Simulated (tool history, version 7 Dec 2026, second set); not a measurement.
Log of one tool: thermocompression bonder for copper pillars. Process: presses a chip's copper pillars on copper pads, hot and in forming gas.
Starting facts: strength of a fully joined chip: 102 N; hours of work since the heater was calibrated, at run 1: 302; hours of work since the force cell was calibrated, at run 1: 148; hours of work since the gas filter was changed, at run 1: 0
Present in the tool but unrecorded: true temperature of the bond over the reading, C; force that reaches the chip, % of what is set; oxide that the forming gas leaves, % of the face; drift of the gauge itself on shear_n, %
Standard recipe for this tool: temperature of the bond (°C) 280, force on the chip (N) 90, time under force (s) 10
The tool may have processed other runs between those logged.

run    hour  temperature of the bond (°C)  force on the chip (N)  time under force (s)  hours of work since the heater was calibrated  hours of work since the force cell was calibrated  hours of work since the gas filter was changed  force that shears a chip off (N)
  1     0.0                           280                     90                    10                                            302                                                148                                               0                              36.7
  2    64.1                           280                     90                    10                                            348                                                194                                              46                              35.8
  3   132.8                           280                     90                    10                                            398                                                244                                              96                              35.4
  4   204.9                           280                     90                    10                                            450                                                296                                             148                              34.3
  5   262.4                           280                     90                    10                                            491                                                337                                             189                              33.1
  6   326.8                           280                     90                    10                                            538                                                384                                             235                              32.8
      384.4  -- forming gas filter changed
  7   410.7                           280                     90                    10                                            598                                                444                                              19                              35.7
  8   456.4                           280                     90                    10                                            630                                                477                                              52                              34.8
  9   511.6                           280                     90                    10                                            670                                                516                                              92                              33.5
 10   554.9                           280                     90                    10                                            701                                                547                                             123                              33.1
 11   617.1                           280                     90                     5                                            746                                                592                                             168                              24.3
 12   670.2                           280                     90                     5                                            784                                                631                                             206                              23.3
      679.4  -- force cell calibrated
 13   717.0                           280                     90                     5                                            817                                                 27                                             238                              22.5
      771.0  -- forming gas filter changed
 14   797.2                           270                     90                    13                                            875                                                 85                                              19                              30.3
      815.7  -- force cell calibrated, once more
 15   846.6                           251                    100                    17                                            909                                                 22                                              53                              27.0
 16   903.7                           309                    100                    15                                            950                                                 63                                              94                              61.4
 17   988.1                           280                     55                     6                                           1011                                                124                                             155                              16.9
 18  1034.8                           254                     90                     8                                           1045                                                158                                             189                              18.8
 19  1083.5                           306                     90                     5                                           1080                                                193                                             224                              35.4
     1154.9  -- forming gas filter changed
 20  1172.5                           279                     75                    24                                           1143                                                257                                              13                              39.9
 21  1251.0                           279                     75                    24                                           1200                                                313                                              69                              39.2
     1261.2  -- heater calibrated with a thermocouple chip
 22  1309.5                           279                     75                    24                                             35                                                354                                             110                              42.7
 23  1392.4                           301                     96                    20                                             94                                                413                                             170                              61.3
 24  1466.9                           265                     66                    10                                            148                                                467                                             223                              19.3
 25  1518.7                           259                     59                    10                                            185                                                504                                             261                              16.5
     1541.4  -- forming gas filter changed
 26  1602.8                           288                    108                    17                                            246                                                565                                              44                              53.4

Alternative continuations, all from the tool just after run 26; predict every row:
  A  1638.7                           288                    108                    14                                            272                                                591                                              70                                 ?
  B  1638.7                           259                     65                     7                                            272                                                591                                              70                                 ?
  C  1638.7                           280                     71                    10                                            272                                                591                                              70                                 ?
  D  1638.7                           280                    126                    13                                            272                                                591                                              70                                 ?

run  force that shears a chip off (N)
  A                              49.4
  B                              15.6
  C                              27.8
  D                              48.7
Had the tool no hidden state, the same runs would have come out as:
run  force that shears a chip off (N)
  A                              54.3
  B                              17.7
  C                              31.1
  D                              53.6
